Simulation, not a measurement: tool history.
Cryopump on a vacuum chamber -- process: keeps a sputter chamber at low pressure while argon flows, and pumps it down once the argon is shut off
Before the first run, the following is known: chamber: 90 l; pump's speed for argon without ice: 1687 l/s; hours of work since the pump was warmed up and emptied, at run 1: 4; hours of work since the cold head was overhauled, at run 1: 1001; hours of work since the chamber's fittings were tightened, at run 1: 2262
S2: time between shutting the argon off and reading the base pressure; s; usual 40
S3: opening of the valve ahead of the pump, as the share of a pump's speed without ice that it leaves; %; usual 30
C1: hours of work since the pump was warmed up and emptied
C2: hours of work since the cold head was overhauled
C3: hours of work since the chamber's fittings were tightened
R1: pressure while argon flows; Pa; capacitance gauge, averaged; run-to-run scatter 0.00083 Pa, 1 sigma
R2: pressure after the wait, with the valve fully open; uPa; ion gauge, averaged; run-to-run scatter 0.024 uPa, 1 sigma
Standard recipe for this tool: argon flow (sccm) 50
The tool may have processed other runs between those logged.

Run 1, hour 0: usual settings; C1 4; C2 1001; C3 2262. Result: R1 0.1675 Pa, R2 1.22 uPa.
Run 2, hour 43.9: usual settings; C1 38; C2 1035; C3 2296. Result: R1 0.169 Pa, R2 1.25 uPa.
Run 3, hour 81: usual settings; C1 67; C2 1064; C3 2325. Result: R1 0.1685 Pa, R2 1.31 uPa.
Run 4, hour 123.4: usual settings; C1 100; C2 1097; C3 2358. Result: R1 0.1699 Pa, R2 1.25 uPa.
Run 5, hour 150.5: usual settings; C1 121; C2 1118; C3 2379. Result: R1 0.1717 Pa, R2 1.25 uPa.
Run 6, hour 200.6: usual settings; C1 160; C2 1156; C3 2418. Result: R1 0.171 Pa, R2 1.33 uPa.
Run 7, hour 233.5: usual settings; C1 185; C2 1182; C3 2443. Result: R1 0.1699 Pa, R2 1.27 uPa.
Run 8, hour 264.3: usual settings; C1 209; C2 1206; C3 2467. Result: R1 0.1725 Pa, R2 1.34 uPa.
Run 9, hour 292: usual settings; C1 231; C2 1227; C3 2489. Result: R1 0.1746 Pa, R2 1.31 uPa.
Run 10, hour 313.3: usual settings but argon flow (sccm) 70; C1 247; C2 1244; C3 2505. Result: R1 0.2436 Pa, R2 1.37 uPa.
Run 11, hour 348: usual settings but argon flow (sccm) 78; C1 274; C2 1271; C3 2532. Result: R1 0.2718 Pa, R2 1.31 uPa.
Run 12, hour 372.3: usual settings but S3 59 %; C1 293; C2 1290; C3 2551. Result: R1 0.0928 Pa, R2 1.37 uPa.
Run 13, hour 407.8: usual settings; C1 321; C2 1317; C3 2578. Result: R1 0.1763 Pa, R2 1.38 uPa.
Run 14, hour 429.5: usual settings; C1 338; C2 1334; C3 2595. Result: R1 0.176 Pa, R2 1.41 uPa.
Run 15, hour 465.7: usual settings; C1 366; C2 1362; C3 2623. Result: R1 0.1776 Pa, R2 1.38 uPa.
Run 16, hour 502.5: usual settings; C1 394; C2 1391; C3 2652. Result: R1 0.1768 Pa, R2 1.33 uPa.
Run 17, hour 551.3: usual settings; C1 432; C2 1429; C3 2690. Result: R1 0.1798 Pa, R2 1.45 uPa.
Run 18, hour 592.8: usual settings; C1 464; C2 1461; C3 2722. Result: R1 0.1806 Pa, R2 1.46 uPa.
At hour 614.5: pump warmed up, emptied and cooled again.
Run 19, hour 618.7: usual settings but argon flow (sccm) 35, S2 33 s; C1 3; C2 1477; C3 2738. Result: R1 0.1177 Pa, R2 1.47 uPa.
Run 20, hour 645.2: usual settings but argon flow (sccm) 35, S2 216 s, S3 44 %; C1 24; C2 1498; C3 2759. Result: R1 0.0803 Pa, R2 0.76 uPa.
Run 21, hour 676.7: usual settings but argon flow (sccm) 35, S2 216 s, S3 44 %; C1 48; C2 1522; C3 2783. Result: R1 0.0812 Pa, R2 0.76 uPa.
Run 22, hour 718.5: usual settings but S2 62 s, S3 32 %; C1 81; C2 1555; C3 2816. Result: R1 0.159 Pa, R2 1.07 uPa.
Run 23, hour 752.8: usual settings but S2 62 s, S3 32 %; C1 107; C2 1581; C3 2842. Result: R1 0.1599 Pa, R2 1.08 uPa.
Run 24, hour 788.6: usual settings but S2 27 s, S3 36 %; C1 135; C2 1609; C3 2870. Result: R1 0.143 Pa, R2 1.67 uPa.
Run 25, hour 809.7: usual settings but S3 54 %; C1 152; C2 1625; C3 2887. Result: R1 0.0966 Pa, R2 1.34 uPa.
Run 26, hour 849.5: usual settings but S3 54 %; C1 182; C2 1656; C3 2917. Result: R1 0.0974 Pa, R2 1.34 uPa.
Run 27, hour 887.8: usual settings but S3 54 %; C1 212; C2 1686; C3 2947. Result: R1 0.0986 Pa, R2 1.39 uPa.
Run 28, hour 910.1: usual settings but argon flow (sccm) 43, S2 115 s, S3 43 %; C1 229; C2 1703; C3 2964. Result: R1 0.1049 Pa, R2 0.95 uPa.
Run 29, hour 933.3: usual settings but argon flow (sccm) 48, S2 140 s, S3 28 %; C1 247; C2 1721; C3 2982. Result: R1 0.1788 Pa, R2 0.94 uPa.
Run 30, hour 962.2: usual settings but argon flow (sccm) 71, S2 140 s, S3 28 %; C1 270; C2 1744; C3 3005. Result: R1 0.2631 Pa, R2 0.9 uPa.
Run 31, hour 990: usual settings but argon flow (sccm) 71, S2 140 s, S3 28 %; C1 291; C2 1765; C3 3026. Result: R1 0.2645 Pa, R2 0.95 uPa.
Run 32, hour 1013: usual settings but argon flow (sccm) 73, S3 43 %; C1 309; C2 1783; C3 3044. Result: R1 0.1826 Pa, R2 1.43 uPa.
Run 33, hour 1040.5: usual settings but argon flow (sccm) 73, S3 43 %; C1 331; C2 1804; C3 3066. Result: R1 0.1829 Pa, R2 1.44 uPa.
Run 34, hour 1065.6: usual settings but S2 34 s, S3 41 %; C1 350; C2 1824; C3 3085. Result: R1 0.1321 Pa, R2 1.59 uPa.
Run 35, hour 1113.6: usual settings but S2 30 s, S3 41 %; C1 387; C2 1861; C3 3122. Result: R1 0.1325 Pa, R2 1.69 uPa.

Take each entry between the runs: how does the hidden state at the last listed run before it differ from the hidden state at the first listed run after it?
After run 18, before run 19: pump warmed up, emptied and cooled again (hour 614.5)
  pump's speed, % of a pump's without ice: 80.5 -> 99.8; leak into the chamber, uPa l/s: 1004 -> 1008
  measured minus no-state result, R1: +0.0127 -> +0.0004 Pa; R2: +0.58 -> +0.43 uPa
